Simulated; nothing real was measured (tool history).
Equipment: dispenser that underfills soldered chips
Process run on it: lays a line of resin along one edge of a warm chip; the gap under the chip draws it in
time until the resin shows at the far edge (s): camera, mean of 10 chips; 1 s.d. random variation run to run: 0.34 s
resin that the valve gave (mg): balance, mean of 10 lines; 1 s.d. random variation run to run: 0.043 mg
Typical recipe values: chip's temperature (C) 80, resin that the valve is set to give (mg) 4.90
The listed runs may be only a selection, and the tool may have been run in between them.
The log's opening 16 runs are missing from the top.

| run | day | chip's temperature (C) | resin that the valve is set to give (mg) | time until the resin shows at the far edge (s) | resin that the valve gave (mg) |
|---|---|---|---|---|---|
| 17 | 3.771 | 80 | 5.31 | 21.0 | 5.11 |
|  | 3.829 | new syringe of resin |
| 18 | 3.954 | 80 | 4.90 | 17.4 | 4.74 |
| 19 | 4.208 | 65 | 4.90 | 37.9 | 4.68 |
|  | 4.250 | new syringe of resin |
| 20 | 4.388 | 93 | 5.80 | 11.2 | 5.58 |
|  | 4.692 | new syringe of resin |
| 21 | 4.729 | 68 | 4.54 | 26.8 | 4.30 |
| 22 | 4.875 | 72 | 6.36 | 23.9 | 6.07 |
| 23 | 5.050 | 88 | 4.90 | 14.9 | 4.63 |
|  | 5.117 | new syringe of resin |
| 24 | 5.354 | 78 | 6.33 | 19.9 | 6.01 |
|  | 5.538 | new syringe of resin |
| 25 | 5.646 | 78 | 6.33 | 18.4 | 6.01 |
| 26 | 5.908 | 78 | 6.33 | 22.1 | 5.89 |
|  | 5.979 | new syringe of resin |
| 27 | 6.125 | 84 | 4.60 | 15.4 | 4.27 |
| 28 | 6.271 | 77 | 5.25 | 22.0 | 4.97 |
|  | 6.396 | dispensing valve cleaned and set on the balance |
|  | 6.458 | new syringe of resin |
| 29 | 6.658 | 92 | 4.28 | 12.2 | 4.25 |
| 30 | 6.808 | 92 | 4.28 | 13.1 | 4.25 |
|  | 6.879 | new syringe of resin |
| 31 | 7.008 | 67 | 4.50 | 29.0 | 4.46 |
|  | 7.304 | new syringe of resin |
| 32 | 7.304 | 84 | 5.91 | 12.9 | 5.84 |
| 33 | 7.617 | 84 | 5.91 | 16.6 | 5.87 |
|  | 7.729 | new syringe of resin |
| 34 | 7.950 | 71 | 5.89 | 25.9 | 5.78 |
|  | 8.150 | new syringe of resin |
| 35 | 8.233 | 66 | 5.91 | 29.2 | 5.84 |
| 36 | 8.542 | 80 | 4.46 | 21.2 | 4.39 |

Consider 3 possible next runs. They are alternatives, not a sequence: every one starts from the tool as it was left by run 36. What does each give?
|  | 8.583 | new syringe of resin |
| A | 8.888 | 91 | 5.42 | ? | ? |
|  | 8.583 | new syringe of resin |
| B | 8.888 | 83 | 6.18 | ? | ? |
|  | 8.583 | new syringe of resin |
| C | 8.888 | 71 | 5.47 | ? | ? |

| run | time until the resin shows at the far edge (s) | resin that the valve gave (mg) |
|---|---|---|
| A | 12.9 | 5.34 |
| B | 17.0 | 6.03 |
| C | 27.5 | 5.37 |
With no hidden state in the tool, these same runs would have given:
| run | time until the resin shows at the far edge (s) | resin that the valve gave (mg) |
|---|---|---|
| A | 10.0 | 5.47 |
| B | 13.2 | 6.18 |
| C | 21.4 | 5.50 |
